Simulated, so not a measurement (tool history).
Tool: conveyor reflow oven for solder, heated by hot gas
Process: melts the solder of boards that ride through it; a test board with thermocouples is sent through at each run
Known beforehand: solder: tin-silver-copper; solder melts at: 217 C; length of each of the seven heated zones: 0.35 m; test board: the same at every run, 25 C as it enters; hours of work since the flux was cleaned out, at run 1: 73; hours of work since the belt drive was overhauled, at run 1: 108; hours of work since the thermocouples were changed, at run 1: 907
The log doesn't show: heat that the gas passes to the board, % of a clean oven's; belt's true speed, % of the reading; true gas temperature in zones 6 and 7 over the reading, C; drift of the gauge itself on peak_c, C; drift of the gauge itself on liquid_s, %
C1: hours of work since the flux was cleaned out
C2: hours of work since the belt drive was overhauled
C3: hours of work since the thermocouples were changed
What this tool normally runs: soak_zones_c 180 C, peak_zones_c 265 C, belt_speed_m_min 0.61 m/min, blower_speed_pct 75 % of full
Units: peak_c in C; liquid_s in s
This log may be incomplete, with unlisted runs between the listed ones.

{"run": 1, "hour": 0.0, "soak_zones_c": 180, "peak_zones_c": 265, "belt_speed_m_min": 0.61, "blower_speed_pct": 75, "C1": 73, "C2": 108, "C3": 907, "peak_c": 255.1, "liquid_s": 56.5}
{"run": 2, "hour": 12.0, "soak_zones_c": 180, "peak_zones_c": 265, "belt_speed_m_min": 0.61, "blower_speed_pct": 75, "C1": 79, "C2": 114, "C3": 913, "peak_c": 255.4, "liquid_s": 56.6}
{"run": 3, "hour": 24.6, "soak_zones_c": 180, "peak_zones_c": 265, "belt_speed_m_min": 0.61, "blower_speed_pct": 75, "C1": 86, "C2": 121, "C3": 920, "peak_c": 255.5, "liquid_s": 56.5}
{"run": 4, "hour": 39.7, "soak_zones_c": 180, "peak_zones_c": 265, "belt_speed_m_min": 0.61, "blower_speed_pct": 75, "C1": 94, "C2": 129, "C3": 928, "peak_c": 255.1, "liquid_s": 56.6}
{"run": 5, "hour": 48.8, "soak_zones_c": 180, "peak_zones_c": 265, "belt_speed_m_min": 0.61, "blower_speed_pct": 75, "C1": 99, "C2": 134, "C3": 933, "peak_c": 255, "liquid_s": 56.5}
{"run": 6, "hour": 66.1, "soak_zones_c": 180, "peak_zones_c": 265, "belt_speed_m_min": 0.61, "blower_speed_pct": 55, "C1": 108, "C2": 143, "C3": 942, "peak_c": 249.7, "liquid_s": 51.9}
{"run": 7, "hour": 77.4, "soak_zones_c": 180, "peak_zones_c": 265, "belt_speed_m_min": 0.61, "blower_speed_pct": 55, "C1": 114, "C2": 149, "C3": 948, "peak_c": 249.8, "liquid_s": 52.1}
{"run": 8, "hour": 92.9, "soak_zones_c": 180, "peak_zones_c": 265, "belt_speed_m_min": 0.61, "blower_speed_pct": 55, "C1": 122, "C2": 157, "C3": 956, "peak_c": 249.7, "liquid_s": 51.7}
{"run": 9, "hour": 103.2, "soak_zones_c": 180, "peak_zones_c": 265, "belt_speed_m_min": 0.61, "blower_speed_pct": 55, "C1": 128, "C2": 163, "C3": 962, "peak_c": 249.9, "liquid_s": 51.9}
{"run": 10, "hour": 113.2, "soak_zones_c": 180, "peak_zones_c": 256, "belt_speed_m_min": 0.61, "blower_speed_pct": 55, "C1": 133, "C2": 168, "C3": 967, "peak_c": 242.3, "liquid_s": 46.1}
{"hour": 122.1, "done": "thermocouples of zones 6 and 7 changed"}
{"run": 11, "hour": 123.1, "soak_zones_c": 180, "peak_zones_c": 265, "belt_speed_m_min": 0.61, "blower_speed_pct": 75, "C1": 137, "C2": 172, "C3": 1, "peak_c": 255.1, "liquid_s": 56.5}
{"run": 12, "hour": 140.5, "soak_zones_c": 180, "peak_zones_c": 265, "belt_speed_m_min": 0.61, "blower_speed_pct": 75, "C1": 146, "C2": 181, "C3": 10, "peak_c": 255.3, "liquid_s": 56.3}
{"run": 13, "hour": 153.3, "soak_zones_c": 180, "peak_zones_c": 265, "belt_speed_m_min": 0.61, "blower_speed_pct": 75, "C1": 153, "C2": 188, "C3": 17, "peak_c": 255, "liquid_s": 56.3}
{"run": 14, "hour": 162.5, "soak_zones_c": 180, "peak_zones_c": 265, "belt_speed_m_min": 0.61, "blower_speed_pct": 75, "C1": 158, "C2": 193, "C3": 21, "peak_c": 255.3, "liquid_s": 56.6}
{"run": 15, "hour": 173.4, "soak_zones_c": 180, "peak_zones_c": 265, "belt_speed_m_min": 0.61, "blower_speed_pct": 75, "C1": 164, "C2": 199, "C3": 27, "peak_c": 255.3, "liquid_s": 56.5}
{"run": 16, "hour": 187.8, "soak_zones_c": 180, "peak_zones_c": 259, "belt_speed_m_min": 0.61, "blower_speed_pct": 85, "C1": 172, "C2": 206, "C3": 35, "peak_c": 251.4, "liquid_s": 55.6}
{"run": 17, "hour": 203.6, "soak_zones_c": 180, "peak_zones_c": 259, "belt_speed_m_min": 0.61, "blower_speed_pct": 85, "C1": 180, "C2": 215, "C3": 43, "peak_c": 251.7, "liquid_s": 55.3}
{"run": 18, "hour": 211.6, "soak_zones_c": 190, "peak_zones_c": 265, "belt_speed_m_min": 0.5, "blower_speed_pct": 75, "C1": 184, "C2": 219, "C3": 47, "peak_c": 259.6, "liquid_s": 76.9}
{"run": 19, "hour": 227.2, "soak_zones_c": 177, "peak_zones_c": 262, "belt_speed_m_min": 0.577, "blower_speed_pct": 69, "C1": 192, "C2": 227, "C3": 56, "peak_c": 251.9, "liquid_s": 56.8}
{"run": 20, "hour": 239.4, "soak_zones_c": 193, "peak_zones_c": 261, "belt_speed_m_min": 0.712, "blower_speed_pct": 75, "C1": 199, "C2": 234, "C3": 62, "peak_c": 249.8, "liquid_s": 49.5}
{"run": 21, "hour": 258.1, "soak_zones_c": 193, "peak_zones_c": 261, "belt_speed_m_min": 0.712, "blower_speed_pct": 75, "C1": 209, "C2": 244, "C3": 72, "peak_c": 250.1, "liquid_s": 49.6}
{"run": 22, "hour": 275.9, "soak_zones_c": 193, "peak_zones_c": 261, "belt_speed_m_min": 0.712, "blower_speed_pct": 75, "C1": 218, "C2": 253, "C3": 81, "peak_c": 250.2, "liquid_s": 49.4}
{"hour": 288.5, "done": "flux residue cleaned out of gas plates and filters"}
{"run": 23, "hour": 293.1, "soak_zones_c": 190, "peak_zones_c": 279, "belt_speed_m_min": 0.61, "blower_speed_pct": 62, "C1": 2, "C2": 260, "C3": 88, "peak_c": 265.8, "liquid_s": 64.3}
{"run": 24, "hour": 303.9, "soak_zones_c": 190, "peak_zones_c": 279, "belt_speed_m_min": 0.61, "blower_speed_pct": 62, "C1": 8, "C2": 265, "C3": 94, "peak_c": 265.8, "liquid_s": 64.4}
{"run": 25, "hour": 322.6, "soak_zones_c": 190, "peak_zones_c": 279, "belt_speed_m_min": 0.61, "blower_speed_pct": 62, "C1": 18, "C2": 275, "C3": 104, "peak_c": 265.8, "liquid_s": 64.5}
{"run": 26, "hour": 338.8, "soak_zones_c": 167, "peak_zones_c": 267, "belt_speed_m_min": 0.672, "blower_speed_pct": 62, "C1": 27, "C2": 284, "C3": 112, "peak_c": 248.5, "liquid_s": 42}
{"run": 27, "hour": 349.5, "soak_zones_c": 167, "peak_zones_c": 267, "belt_speed_m_min": 0.672, "blower_speed_pct": 62, "C1": 32, "C2": 290, "C3": 118, "peak_c": 248.5, "liquid_s": 42.2}
{"run": 28, "hour": 364.0, "soak_zones_c": 169, "peak_zones_c": 258, "belt_speed_m_min": 0.61, "blower_speed_pct": 63, "C1": 40, "C2": 297, "C3": 126, "peak_c": 244.5, "liquid_s": 45.1}
{"run": 29, "hour": 371.6, "soak_zones_c": 179, "peak_zones_c": 278, "belt_speed_m_min": 0.545, "blower_speed_pct": 63, "C1": 44, "C2": 301, "C3": 130, "peak_c": 266.7, "liquid_s": 68.8}
{"run": 30, "hour": 379.3, "soak_zones_c": 179, "peak_zones_c": 277, "belt_speed_m_min": 0.545, "blower_speed_pct": 63, "C1": 48, "C2": 305, "C3": 134, "peak_c": 265.7, "liquid_s": 68.4}

Branching from run 30: 4 alternative next runs. What would each branch give?
{"run": "A", "hour": 397.0, "soak_zones_c": 179, "peak_zones_c": 277, "belt_speed_m_min": 0.713, "blower_speed_pct": 63, "C1": 58, "C2": 315, "C3": 143, "peak_c": "?", "liquid_s": "?"}
{"run": "B", "hour": 397.0, "soak_zones_c": 179, "peak_zones_c": 277, "belt_speed_m_min": 0.543, "blower_speed_pct": 64, "C1": 58, "C2": 315, "C3": 143, "peak_c": "?", "liquid_s": "?"}
{"run": "C", "hour": 397.0, "soak_zones_c": 180, "peak_zones_c": 265, "belt_speed_m_min": 0.591, "blower_speed_pct": 75, "C1": 58, "C2": 315, "C3": 143, "peak_c": "?", "liquid_s": "?"}
{"run": "D", "hour": 397.0, "soak_zones_c": 179, "peak_zones_c": 277, "belt_speed_m_min": 0.682, "blower_speed_pct": 50, "C1": 58, "C2": 315, "C3": 143, "peak_c": "?", "liquid_s": "?"}

run=A peak_c=257.5 liquid_s=47.8
run=B peak_c=266.3 liquid_s=68.9
run=C peak_c=256 liquid_s=58.8
run=D peak_c=253.6 liquid_s=47.1
Take away the tool's hidden state, keep each run's random variation, and the runs would have read:
run=A peak_c=257.5 liquid_s=47.8
run=B peak_c=266.3 liquid_s=68.9
run=C peak_c=256 liquid_s=58.8
run=D peak_c=253.6 liquid_s=47.1

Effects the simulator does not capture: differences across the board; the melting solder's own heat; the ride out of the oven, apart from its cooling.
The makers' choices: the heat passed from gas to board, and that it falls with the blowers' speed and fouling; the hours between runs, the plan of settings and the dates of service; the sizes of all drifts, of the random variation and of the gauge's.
